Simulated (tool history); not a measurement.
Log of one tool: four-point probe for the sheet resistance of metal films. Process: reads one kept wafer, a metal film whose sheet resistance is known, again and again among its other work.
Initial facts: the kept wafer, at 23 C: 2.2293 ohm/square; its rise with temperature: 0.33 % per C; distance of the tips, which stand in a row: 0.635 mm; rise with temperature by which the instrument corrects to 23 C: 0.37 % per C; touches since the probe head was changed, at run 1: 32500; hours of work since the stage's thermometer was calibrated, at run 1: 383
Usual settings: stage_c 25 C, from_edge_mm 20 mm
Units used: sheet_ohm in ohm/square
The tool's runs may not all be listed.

| run | day | stage_c | from_edge_mm | touches since the probe head was changed | hours of work since the stage's thermometer was calibrated | sheet_ohm |
|---|---|---|---|---|---|---|
| 1 | 0.000 | 25 | 20 | 32500 | 383 | 2.228326 |
| 2 | 0.983 | 25 | 20 | 33179 | 394 | 2.228236 |
| 3 | 2.908 | 25 | 20 | 34510 | 415 | 2.228719 |
| 4 | 3.783 | 25 | 20 | 35114 | 425 | 2.229364 |
| 5 | 5.112 | 24 | 20 | 36034 | 440 | 2.229725 |
| 6 | 6.854 | 25 | 20 | 37238 | 459 | 2.228798 |
| 7 | 8.042 | 25 | 20 | 38060 | 472 | 2.227992 |
| 8 | 9.117 | 25 | 20 | 38804 | 484 | 2.229005 |
| 9 | 10.683 | 25 | 20 | 39888 | 502 | 2.229205 |
| 10 | 11.971 | 25 | 20 | 40777 | 516 | 2.229015 |
| 11 | 13.767 | 25 | 20 | 42018 | 536 | 2.228119 |
| 12 | 15.275 | 25 | 20 | 43061 | 553 | 2.228716 |
| 13 | 16.958 | 25 | 20 | 44226 | 572 | 2.228222 |
| 14 | 18.112 | 35 | 20 | 45024 | 584 | 2.221077 |
| 15 | 18.896 | 35 | 67 | 45565 | 593 | 2.220438 |
| 16 | 20.775 | 35 | 67 | 46864 | 614 | 2.220297 |
| 17 | 22.296 | 25 | 20 | 47915 | 631 | 2.228705 |
| 18 | 23.071 | 25 | 20 | 48451 | 640 | 2.229003 |
| 19 | 24.808 | 25 | 20 | 49651 | 659 | 2.228717 |
| 20 | 26.438 | 25 | 20 | 50779 | 677 | 2.228250 |
| 21 | 27.592 | 25 | 20 | 51577 | 690 | 2.229070 |
| 22 | 29.250 | 26 | 33 | 52723 | 708 | 2.227928 |
| 23 | 30.596 | 24 | 72 | 53653 | 723 | 2.228556 |
| 24 | 32.121 | 24 | 9 | 54708 | 740 | 2.234197 |
| 25 | 33.471 | 24 | 20 | 55641 | 755 | 2.229454 |
| 26 | 34.675 | 18 | 10 | 56474 | 769 | 2.237419 |
| 27 | 36.562 | 18 | 10 | 57779 | 790 | 2.238340 |
| 28 | 37.417 | 33 | 5 | 58370 | 799 | 2.240349 |
| 29 | 39.196 | 33 | 72 | 59598 | 819 | 2.220989 |
| 30 | 40.683 | 18 | 42 | 60628 | 836 | 2.233256 |
| 31 | 41.833 | 18 | 42 | 61422 | 848 | 2.232725 |
| 32 | 43.483 | 18 | 42 | 62562 | 867 | 2.233224 |

For run 33, what comes out?
| 33 | 44.354 | 32 | 6 | 63164 | 876 | ? |

{"run 33": {"sheet_ohm": 2.235071}}
With the hidden condition absent and the run-to-run variation left alone, this run would have shown sheet_ohm 2.235458 ohm/square.
